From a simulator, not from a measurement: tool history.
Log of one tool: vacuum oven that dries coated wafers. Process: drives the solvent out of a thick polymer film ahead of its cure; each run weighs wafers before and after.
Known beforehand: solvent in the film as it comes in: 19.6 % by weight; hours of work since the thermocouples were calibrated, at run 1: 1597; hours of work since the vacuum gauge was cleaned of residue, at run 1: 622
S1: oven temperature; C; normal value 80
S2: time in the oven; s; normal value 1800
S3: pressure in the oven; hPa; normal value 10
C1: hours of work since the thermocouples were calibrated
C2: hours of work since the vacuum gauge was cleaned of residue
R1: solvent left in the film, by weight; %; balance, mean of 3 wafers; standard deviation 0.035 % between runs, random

| run | hour | S1 | S2 | S3 | C1 | C2 | R1 |
|---|---|---|---|---|---|---|---|
| 1 | 0 | 80 | 1800 | 10 | 1597 | 622 | 2.37 |
| 2 | 27.4 | 80 | 1800 | 10 | 1619 | 643 | 2.42 |
|  | 37 | oven's thermocouples calibrated |
| 3 | 63 | 80 | 1800 | 10 | 21 | 670 | 2.56 |
| 4 | 100.7 | 80 | 2580 | 10 | 50 | 700 | 1.34 |
| 5 | 141.9 | 78 | 2580 | 10 | 83 | 732 | 1.73 |
| 6 | 191.4 | 78 | 2580 | 10 | 122 | 772 | 1.73 |
| 7 | 227.9 | 78 | 2580 | 10 | 151 | 800 | 1.77 |
| 8 | 252.1 | 78 | 2580 | 10 | 170 | 820 | 1.76 |
|  | 268.9 | oven's thermocouples calibrated, once more |
| 9 | 282.1 | 78 | 2580 | 10 | 11 | 842 | 1.33 |
| 10 | 311.3 | 80 | 1080 | 10 | 34 | 865 | 4.37 |
| 11 | 345.6 | 80 | 1800 | 7.7 | 61 | 892 | 1.96 |
| 12 | 367.2 | 80 | 1800 | 7.7 | 78 | 909 | 1.98 |
| 13 | 410.7 | 80 | 1800 | 7.7 | 112 | 944 | 1.98 |
| 14 | 457 | 80 | 1800 | 7.7 | 149 | 980 | 2.03 |
| 15 | 482.1 | 80 | 1800 | 7.7 | 169 | 1000 | 2.03 |
| 16 | 524.2 | 80 | 1800 | 7.7 | 202 | 1034 | 1.99 |
| 17 | 576.2 | 80 | 1800 | 7.7 | 244 | 1075 | 2.06 |
| 18 | 599.3 | 80 | 900 | 10 | 262 | 1093 | 5.54 |
| 19 | 646.8 | 80 | 900 | 10 | 299 | 1131 | 5.52 |
| 20 | 688.1 | 92 | 1800 | 10 | 332 | 1163 | 0.57 |
| 21 | 726.4 | 92 | 1800 | 10 | 362 | 1194 | 0.65 |
| 22 | 761.9 | 80 | 1800 | 10.8 | 391 | 1222 | 2.19 |
| 23 | 789.5 | 90 | 1800 | 10 | 412 | 1244 | 0.74 |
| 24 | 842.4 | 90 | 1800 | 10 | 454 | 1286 | 0.71 |
|  | 875.2 | vacuum gauge cleaned of residue and calibrated |
| 25 | 884 | 81 | 1320 | 10.6 | 486 | 7 | 3.2 |
| 26 | 935.1 | 92 | 1800 | 16.1 | 527 | 47 | 0.68 |
| 27 | 977.7 | 92 | 1800 | 16.1 | 560 | 81 | 0.73 |
| 28 | 1026.7 | 83 | 1620 | 34.6 | 599 | 120 | 2.7 |
| 29 | 1071.2 | 83 | 1620 | 34.6 | 634 | 155 | 2.69 |
| 30 | 1109.6 | 80 | 2760 | 22.6 | 665 | 186 | 1.47 |
| 31 | 1161.4 | 65 | 960 | 20.3 | 706 | 227 | 10.33 |
| 32 | 1213.8 | 80 | 1500 | 37.9 | 747 | 268 | 3.88 |
| 33 | 1267.3 | 80 | 2940 | 6.9 | 790 | 311 | 0.77 |
| 34 | 1293.9 | 65 | 2220 | 7.2 | 811 | 332 | 5.33 |
| 35 | 1333.3 | 65 | 2220 | 7.2 | 842 | 363 | 5.37 |
| 36 | 1371.8 | 80 | 2040 | 10 | 873 | 393 | 1.71 |
| 37 | 1406.1 | 80 | 2460 | 21.3 | 900 | 421 | 1.73 |
| 38 | 1457.4 | 80 | 2460 | 21.3 | 940 | 461 | 1.72 |
| 39 | 1488.2 | 71 | 1800 | 7.7 | 965 | 486 | 4.67 |
| 40 | 1537.8 | 71 | 1800 | 7.7 | 1004 | 525 | 4.62 |
| 41 | 1577.6 | 77 | 1800 | 25 | 1036 | 556 | 3.6 |
| 42 | 1626.1 | 88 | 1200 | 32 | 1074 | 595 | 2.74 |
| 43 | 1655.5 | 93 | 1200 | 9.5 | 1097 | 618 | 1.26 |
| 44 | 1705.1 | 79 | 1800 | 26.4 | 1137 | 657 | 3.12 |

Expected results for the next run?
| 45 | 1745.9 | 77 | 1800 | 5.9 | 1169 | 690 | ? |

R1: 2.85 %
Without the tool's hidden state the same run would have given R1 2.48 %.

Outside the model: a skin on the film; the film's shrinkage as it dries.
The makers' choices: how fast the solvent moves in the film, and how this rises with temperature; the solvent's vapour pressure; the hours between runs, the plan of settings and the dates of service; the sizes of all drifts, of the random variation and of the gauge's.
